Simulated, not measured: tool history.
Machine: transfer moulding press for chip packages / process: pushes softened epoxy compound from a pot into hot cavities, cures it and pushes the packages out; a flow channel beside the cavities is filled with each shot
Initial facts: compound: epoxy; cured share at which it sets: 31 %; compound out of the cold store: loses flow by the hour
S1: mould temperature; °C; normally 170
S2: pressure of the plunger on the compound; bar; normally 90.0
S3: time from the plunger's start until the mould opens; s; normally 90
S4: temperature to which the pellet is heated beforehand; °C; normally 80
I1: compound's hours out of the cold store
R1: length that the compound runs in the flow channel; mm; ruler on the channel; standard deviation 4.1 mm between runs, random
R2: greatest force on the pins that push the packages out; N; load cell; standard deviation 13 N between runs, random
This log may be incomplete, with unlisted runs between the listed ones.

| run | hour | S1 | S2 | S3 | S4 | I1 | R1 | R2 |
|---|---|---|---|---|---|---|---|---|
| 1 | 0.0 | 170 | 90.0 | 90 | 80 | 47.5 | 915 | 602 |
| 2 | 15.8 | 170 | 90.0 | 90 | 80 | 9.0 | 984 | 638 |
|  | 31.7 | cavities cleaned with cleaning compound and waxed |
| 3 | 38.4 | 170 | 90.0 | 90 | 80 | 45.8 | 914 | 618 |
| 4 | 70.1 | 170 | 90.0 | 90 | 80 | 26.4 | 961 | 618 |
| 5 | 93.2 | 170 | 84.7 | 90 | 80 | 42.9 | 899 | 604 |
|  | 115.9 | cavities cleaned with cleaning compound and waxed |
| 6 | 123.9 | 170 | 84.7 | 90 | 75 | 45.5 | 887 | 628 |
|  | 140.1 | plunger's sealing rings changed |
| 7 | 160.3 | 170 | 90.0 | 90 | 80 | 29.4 | 943 | 617 |
| 8 | 189.9 | 170 | 90.0 | 90 | 80 | 17.7 | 978 | 646 |
|  | 204.7 | cavities cleaned with cleaning compound and waxed |
| 9 | 214.2 | 170 | 90.0 | 90 | 80 | 29.5 | 954 | 626 |
| 10 | 231.1 | 170 | 90.0 | 90 | 80 | 37.0 | 935 | 604 |
| 11 | 250.7 | 170 | 90.0 | 90 | 83 | 17.2 | 976 | 612 |
| 12 | 265.0 | 170 | 90.0 | 90 | 80 | 26.7 | 954 | 605 |
|  | 289.1 | cavities cleaned with cleaning compound and waxed |
| 13 | 301.6 | 170 | 90.0 | 97 | 80 | 34.1 | 947 | 515 |
| 14 | 325.6 | 170 | 90.0 | 90 | 84 | 8.8 | 996 | 630 |
| 15 | 360.7 | 170 | 81.8 | 90 | 83 | 45.5 | 876 | 584 |

Run 16 has not been measured yet. What should we expect?
|  | 375.6 | cavities cleaned with cleaning compound and waxed |
| 16 | 388.2 | 170 | 81.8 | 90 | 83 | 40.0 | ? | ? |

{"run 16": {"R1": 880, "R2": 612}}
If the tool had no hidden condition, the same run with the same run-to-run variation would have returned R1 880 mm, R2 609 N.

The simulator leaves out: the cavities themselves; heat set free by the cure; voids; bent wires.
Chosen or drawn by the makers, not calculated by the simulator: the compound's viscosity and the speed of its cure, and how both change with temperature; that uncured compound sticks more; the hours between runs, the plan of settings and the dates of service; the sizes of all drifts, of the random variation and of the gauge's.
